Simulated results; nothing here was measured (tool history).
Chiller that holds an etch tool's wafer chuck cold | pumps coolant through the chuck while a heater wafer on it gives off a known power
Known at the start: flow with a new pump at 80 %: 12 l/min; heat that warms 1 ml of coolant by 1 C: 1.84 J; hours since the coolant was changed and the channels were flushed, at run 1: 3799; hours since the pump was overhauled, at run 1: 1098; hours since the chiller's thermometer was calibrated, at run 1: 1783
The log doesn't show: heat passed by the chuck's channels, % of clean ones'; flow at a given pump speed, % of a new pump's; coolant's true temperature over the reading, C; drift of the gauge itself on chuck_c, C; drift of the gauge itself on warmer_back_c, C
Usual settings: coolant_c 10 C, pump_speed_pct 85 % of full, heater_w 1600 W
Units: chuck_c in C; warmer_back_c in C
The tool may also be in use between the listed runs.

run	day	coolant_c	pump_speed_pct	heater_w	hours since the coolant was changed and the channels were flushed	hours since the pump was overhauled	hours since the chiller's thermometer was calibrated	chuck_c	warmer_back_c
1	0.000	10	85	1600	3799	1098	1783	23.9	4.11
2	1.079	10	64	1600	3825	1124	1809	27.2	5.75
3	1.754	10	67	1600	3842	1140	1825	26.5	5.35
4	2.992	10	85	1600	3871	1170	1855	23.8	4.16
5	3.646	16	85	1600	3887	1186	1870	29.9	4.14
6	4.279	16	85	1600	3902	1201	1886	29.8	4.17
7	5.200	16	85	1600	3924	1223	1908	29.8	4.17
8	5.983	16	85	1600	3943	1242	1927	29.8	4.20
9	6.612	16	73	1023	3958	1257	1942	26.1	3.13
10	7.500	16	73	1023	3979	1278	1963	26.1	3.13
11	8.296	10	73	1124	3999	1297	1982	21.2	3.52

Forecast each of these 5 alternatives for the next run:
A	9.375	6	73	1052	4024	1323	2008	?	?
B	9.375	10	85	1067	4024	1323	2008	?	?
C	9.375	18	87	2351	4024	1323	2008	?	?
D	9.375	13	87	1110	4024	1323	2008	?	?
E	9.375	10	73	1656	4024	1323	2008	?	?

run	chuck_c	warmer_back_c
A	16.4	3.28
B	19.3	2.79
C	38.1	5.96
D	22.5	2.83
E	26.1	5.10
Without the tool's hidden state the same runs would have given:
run	chuck_c	warmer_back_c
A	14.8	3.20
B	17.8	2.71
C	35.2	5.80
D	20.9	2.76
E	23.8	4.96
